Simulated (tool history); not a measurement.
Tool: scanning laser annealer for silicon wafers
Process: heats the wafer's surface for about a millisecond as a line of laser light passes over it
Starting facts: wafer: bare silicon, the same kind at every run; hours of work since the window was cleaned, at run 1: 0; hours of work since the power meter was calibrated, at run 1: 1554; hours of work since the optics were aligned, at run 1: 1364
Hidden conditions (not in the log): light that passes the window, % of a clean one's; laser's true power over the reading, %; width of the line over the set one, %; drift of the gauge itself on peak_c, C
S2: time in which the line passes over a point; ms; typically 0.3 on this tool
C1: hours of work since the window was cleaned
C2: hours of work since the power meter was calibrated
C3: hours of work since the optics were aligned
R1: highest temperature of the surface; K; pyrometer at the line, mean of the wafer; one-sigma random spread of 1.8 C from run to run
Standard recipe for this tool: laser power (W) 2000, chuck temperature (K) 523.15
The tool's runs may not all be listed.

run 1 day=0 | laser_power_(W)=2000 S2=0.3 chuck_temperature_(K)=523.15 | C1=0 C2=1554 C3=1364 | R1=1257.15
-- day=1.483 optics aligned, line set to its width
run 2 day=1.867 | laser_power_(W)=2000 S2=0.219 chuck_temperature_(K)=523.15 | C1=29 C2=1583 C3=7 | R1=1126.15
run 3 day=2.933 | laser_power_(W)=2000 S2=0.219 chuck_temperature_(K)=523.15 | C1=47 C2=1602 C3=25 | R1=1122.15
run 4 day=4.25 | laser_power_(W)=2000 S2=0.3 chuck_temperature_(K)=559.15 | C1=70 C2=1624 C3=48 | R1=1279.15
run 5 day=6.467 | laser_power_(W)=2000 S2=0.3 chuck_temperature_(K)=533.15 | C1=108 C2=1663 C3=86 | R1=1251.15
-- day=7.604 optics aligned, line set to its width, once more
run 6 day=7.758 | laser_power_(W)=2000 S2=0.3 chuck_temperature_(K)=533.15 | C1=127 C2=1681 C3=3 | R1=1259.15
run 7 day=10.221 | laser_power_(W)=1771 S2=0.3 chuck_temperature_(K)=533.15 | C1=170 C2=1724 C3=45 | R1=1158.15
run 8 day=11.4 | laser_power_(W)=1771 S2=0.3 chuck_temperature_(K)=533.15 | C1=190 C2=1745 C3=66 | R1=1158.15
run 9 day=12.462 | laser_power_(W)=1771 S2=0.3 chuck_temperature_(K)=533.15 | C1=208 C2=1763 C3=84 | R1=1157.15
run 10 day=14.508 | laser_power_(W)=2000 S2=0.3 chuck_temperature_(K)=556.15 | C1=244 C2=1798 C3=120 | R1=1262.15
run 11 day=15.858 | laser_power_(W)=2000 S2=0.3 chuck_temperature_(K)=500.15 | C1=267 C2=1822 C3=143 | R1=1208.15
run 12 day=18.212 | laser_power_(W)=2000 S2=0.3 chuck_temperature_(K)=500.15 | C1=308 C2=1862 C3=184 | R1=1201.15
run 13 day=19.662 | laser_power_(W)=2000 S2=0.3 chuck_temperature_(K)=523.15 | C1=333 C2=1887 C3=209 | R1=1223.15
run 14 day=20.671 | laser_power_(W)=2000 S2=0.3 chuck_temperature_(K)=523.15 | C1=350 C2=1905 C3=226 | R1=1223.15
run 15 day=22.983 | laser_power_(W)=2000 S2=0.3 chuck_temperature_(K)=523.15 | C1=390 C2=1945 C3=266 | R1=1213.15
run 16 day=24.338 | laser_power_(W)=2000 S2=0.3 chuck_temperature_(K)=523.15 | C1=414 C2=1968 C3=290 | R1=1217.15
-- day=24.646 window over the wafer cleaned
run 17 day=26.558 | laser_power_(W)=1819 S2=0.348 chuck_temperature_(K)=523.15 | C1=33 C2=2005 C3=327 | R1=1242.15
run 18 day=28.171 | laser_power_(W)=2000 S2=0.3 chuck_temperature_(K)=553.15 | C1=61 C2=2033 C3=354 | R1=1279.15
run 19 day=30.638 | laser_power_(W)=2000 S2=0.3 chuck_temperature_(K)=553.15 | C1=104 C2=2076 C3=397 | R1=1273.15
run 20 day=31.996 | laser_power_(W)=1972 S2=0.375 chuck_temperature_(K)=488.15 | C1=127 C2=2099 C3=421 | R1=1298.15
run 21 day=34.204 | laser_power_(W)=1953 S2=0.375 chuck_temperature_(K)=488.15 | C1=165 C2=2138 C3=459 | R1=1283.15
run 22 day=36.117 | laser_power_(W)=1908 S2=0.3 chuck_temperature_(K)=523.15 | C1=198 C2=2171 C3=492 | R1=1199.15
run 23 day=37.917 | laser_power_(W)=1858 S2=0.246 chuck_temperature_(K)=504.15 | C1=230 C2=2202 C3=523 | R1=1086.15
run 24 day=39.946 | laser_power_(W)=2000 S2=0.266 chuck_temperature_(K)=487.15 | C1=265 C2=2237 C3=558 | R1=1142.15
run 25 day=41.908 | laser_power_(W)=2041 S2=0.215 chuck_temperature_(K)=558.15 | C1=299 C2=2271 C3=592 | R1=1145.15
run 26 day=44.3 | laser_power_(W)=1872 S2=0.3 chuck_temperature_(K)=520.15 | C1=340 C2=2312 C3=634 | R1=1166.15
run 27 day=45.517 | laser_power_(W)=1872 S2=0.3 chuck_temperature_(K)=520.15 | C1=361 C2=2333 C3=655 | R1=1165.15
run 28 day=47.179 | laser_power_(W)=1872 S2=0.3 chuck_temperature_(K)=520.15 | C1=390 C2=2362 C3=683 | R1=1158.15
run 29 day=48.183 | laser_power_(W)=2000 S2=0.25 chuck_temperature_(K)=523.15 | C1=407 C2=2380 C3=701 | R1=1141.15
-- day=48.804 window over the wafer cleaned
run 30 day=49.929 | laser_power_(W)=1996 S2=0.349 chuck_temperature_(K)=520.15 | C1=19 C2=2408 C3=730 | R1=1322.15
run 31 day=51.167 | laser_power_(W)=1996 S2=0.285 chuck_temperature_(K)=493.15 | C1=41 C2=2430 C3=751 | R1=1203.15
run 32 day=52.267 | laser_power_(W)=1996 S2=0.281 chuck_temperature_(K)=483.15 | C1=60 C2=2449 C3=770 | R1=1183.15

Consider 4 possible next runs. They are alternatives, not a sequence: every one starts from the tool as it was left by run 32. What does each give?
run A day=53.717 | laser_power_(W)=1996 S2=0.281 chuck_temperature_(K)=492.15 | C1=85 C2=2474 C3=795 | R1=?
run B day=53.717 | laser_power_(W)=2063 S2=0.288 chuck_temperature_(K)=546.15 | C1=85 C2=2474 C3=795 | R1=?
run C day=53.717 | laser_power_(W)=1863 S2=0.229 chuck_temperature_(K)=519.15 | C1=85 C2=2474 C3=795 | R1=?
run D day=53.717 | laser_power_(W)=2197 S2=0.224 chuck_temperature_(K)=523.15 | C1=85 C2=2474 C3=795 | R1=?

run=A R1=1189.15
run=B R1=1278.15
run=C R1=1089.15
run=D R1=1202.15
Had the tool no hidden state, the same runs would have come out as:
run=A R1=1200.15
run=B R1=1290.15
run=C R1=1098.15
run=D R1=1212.15
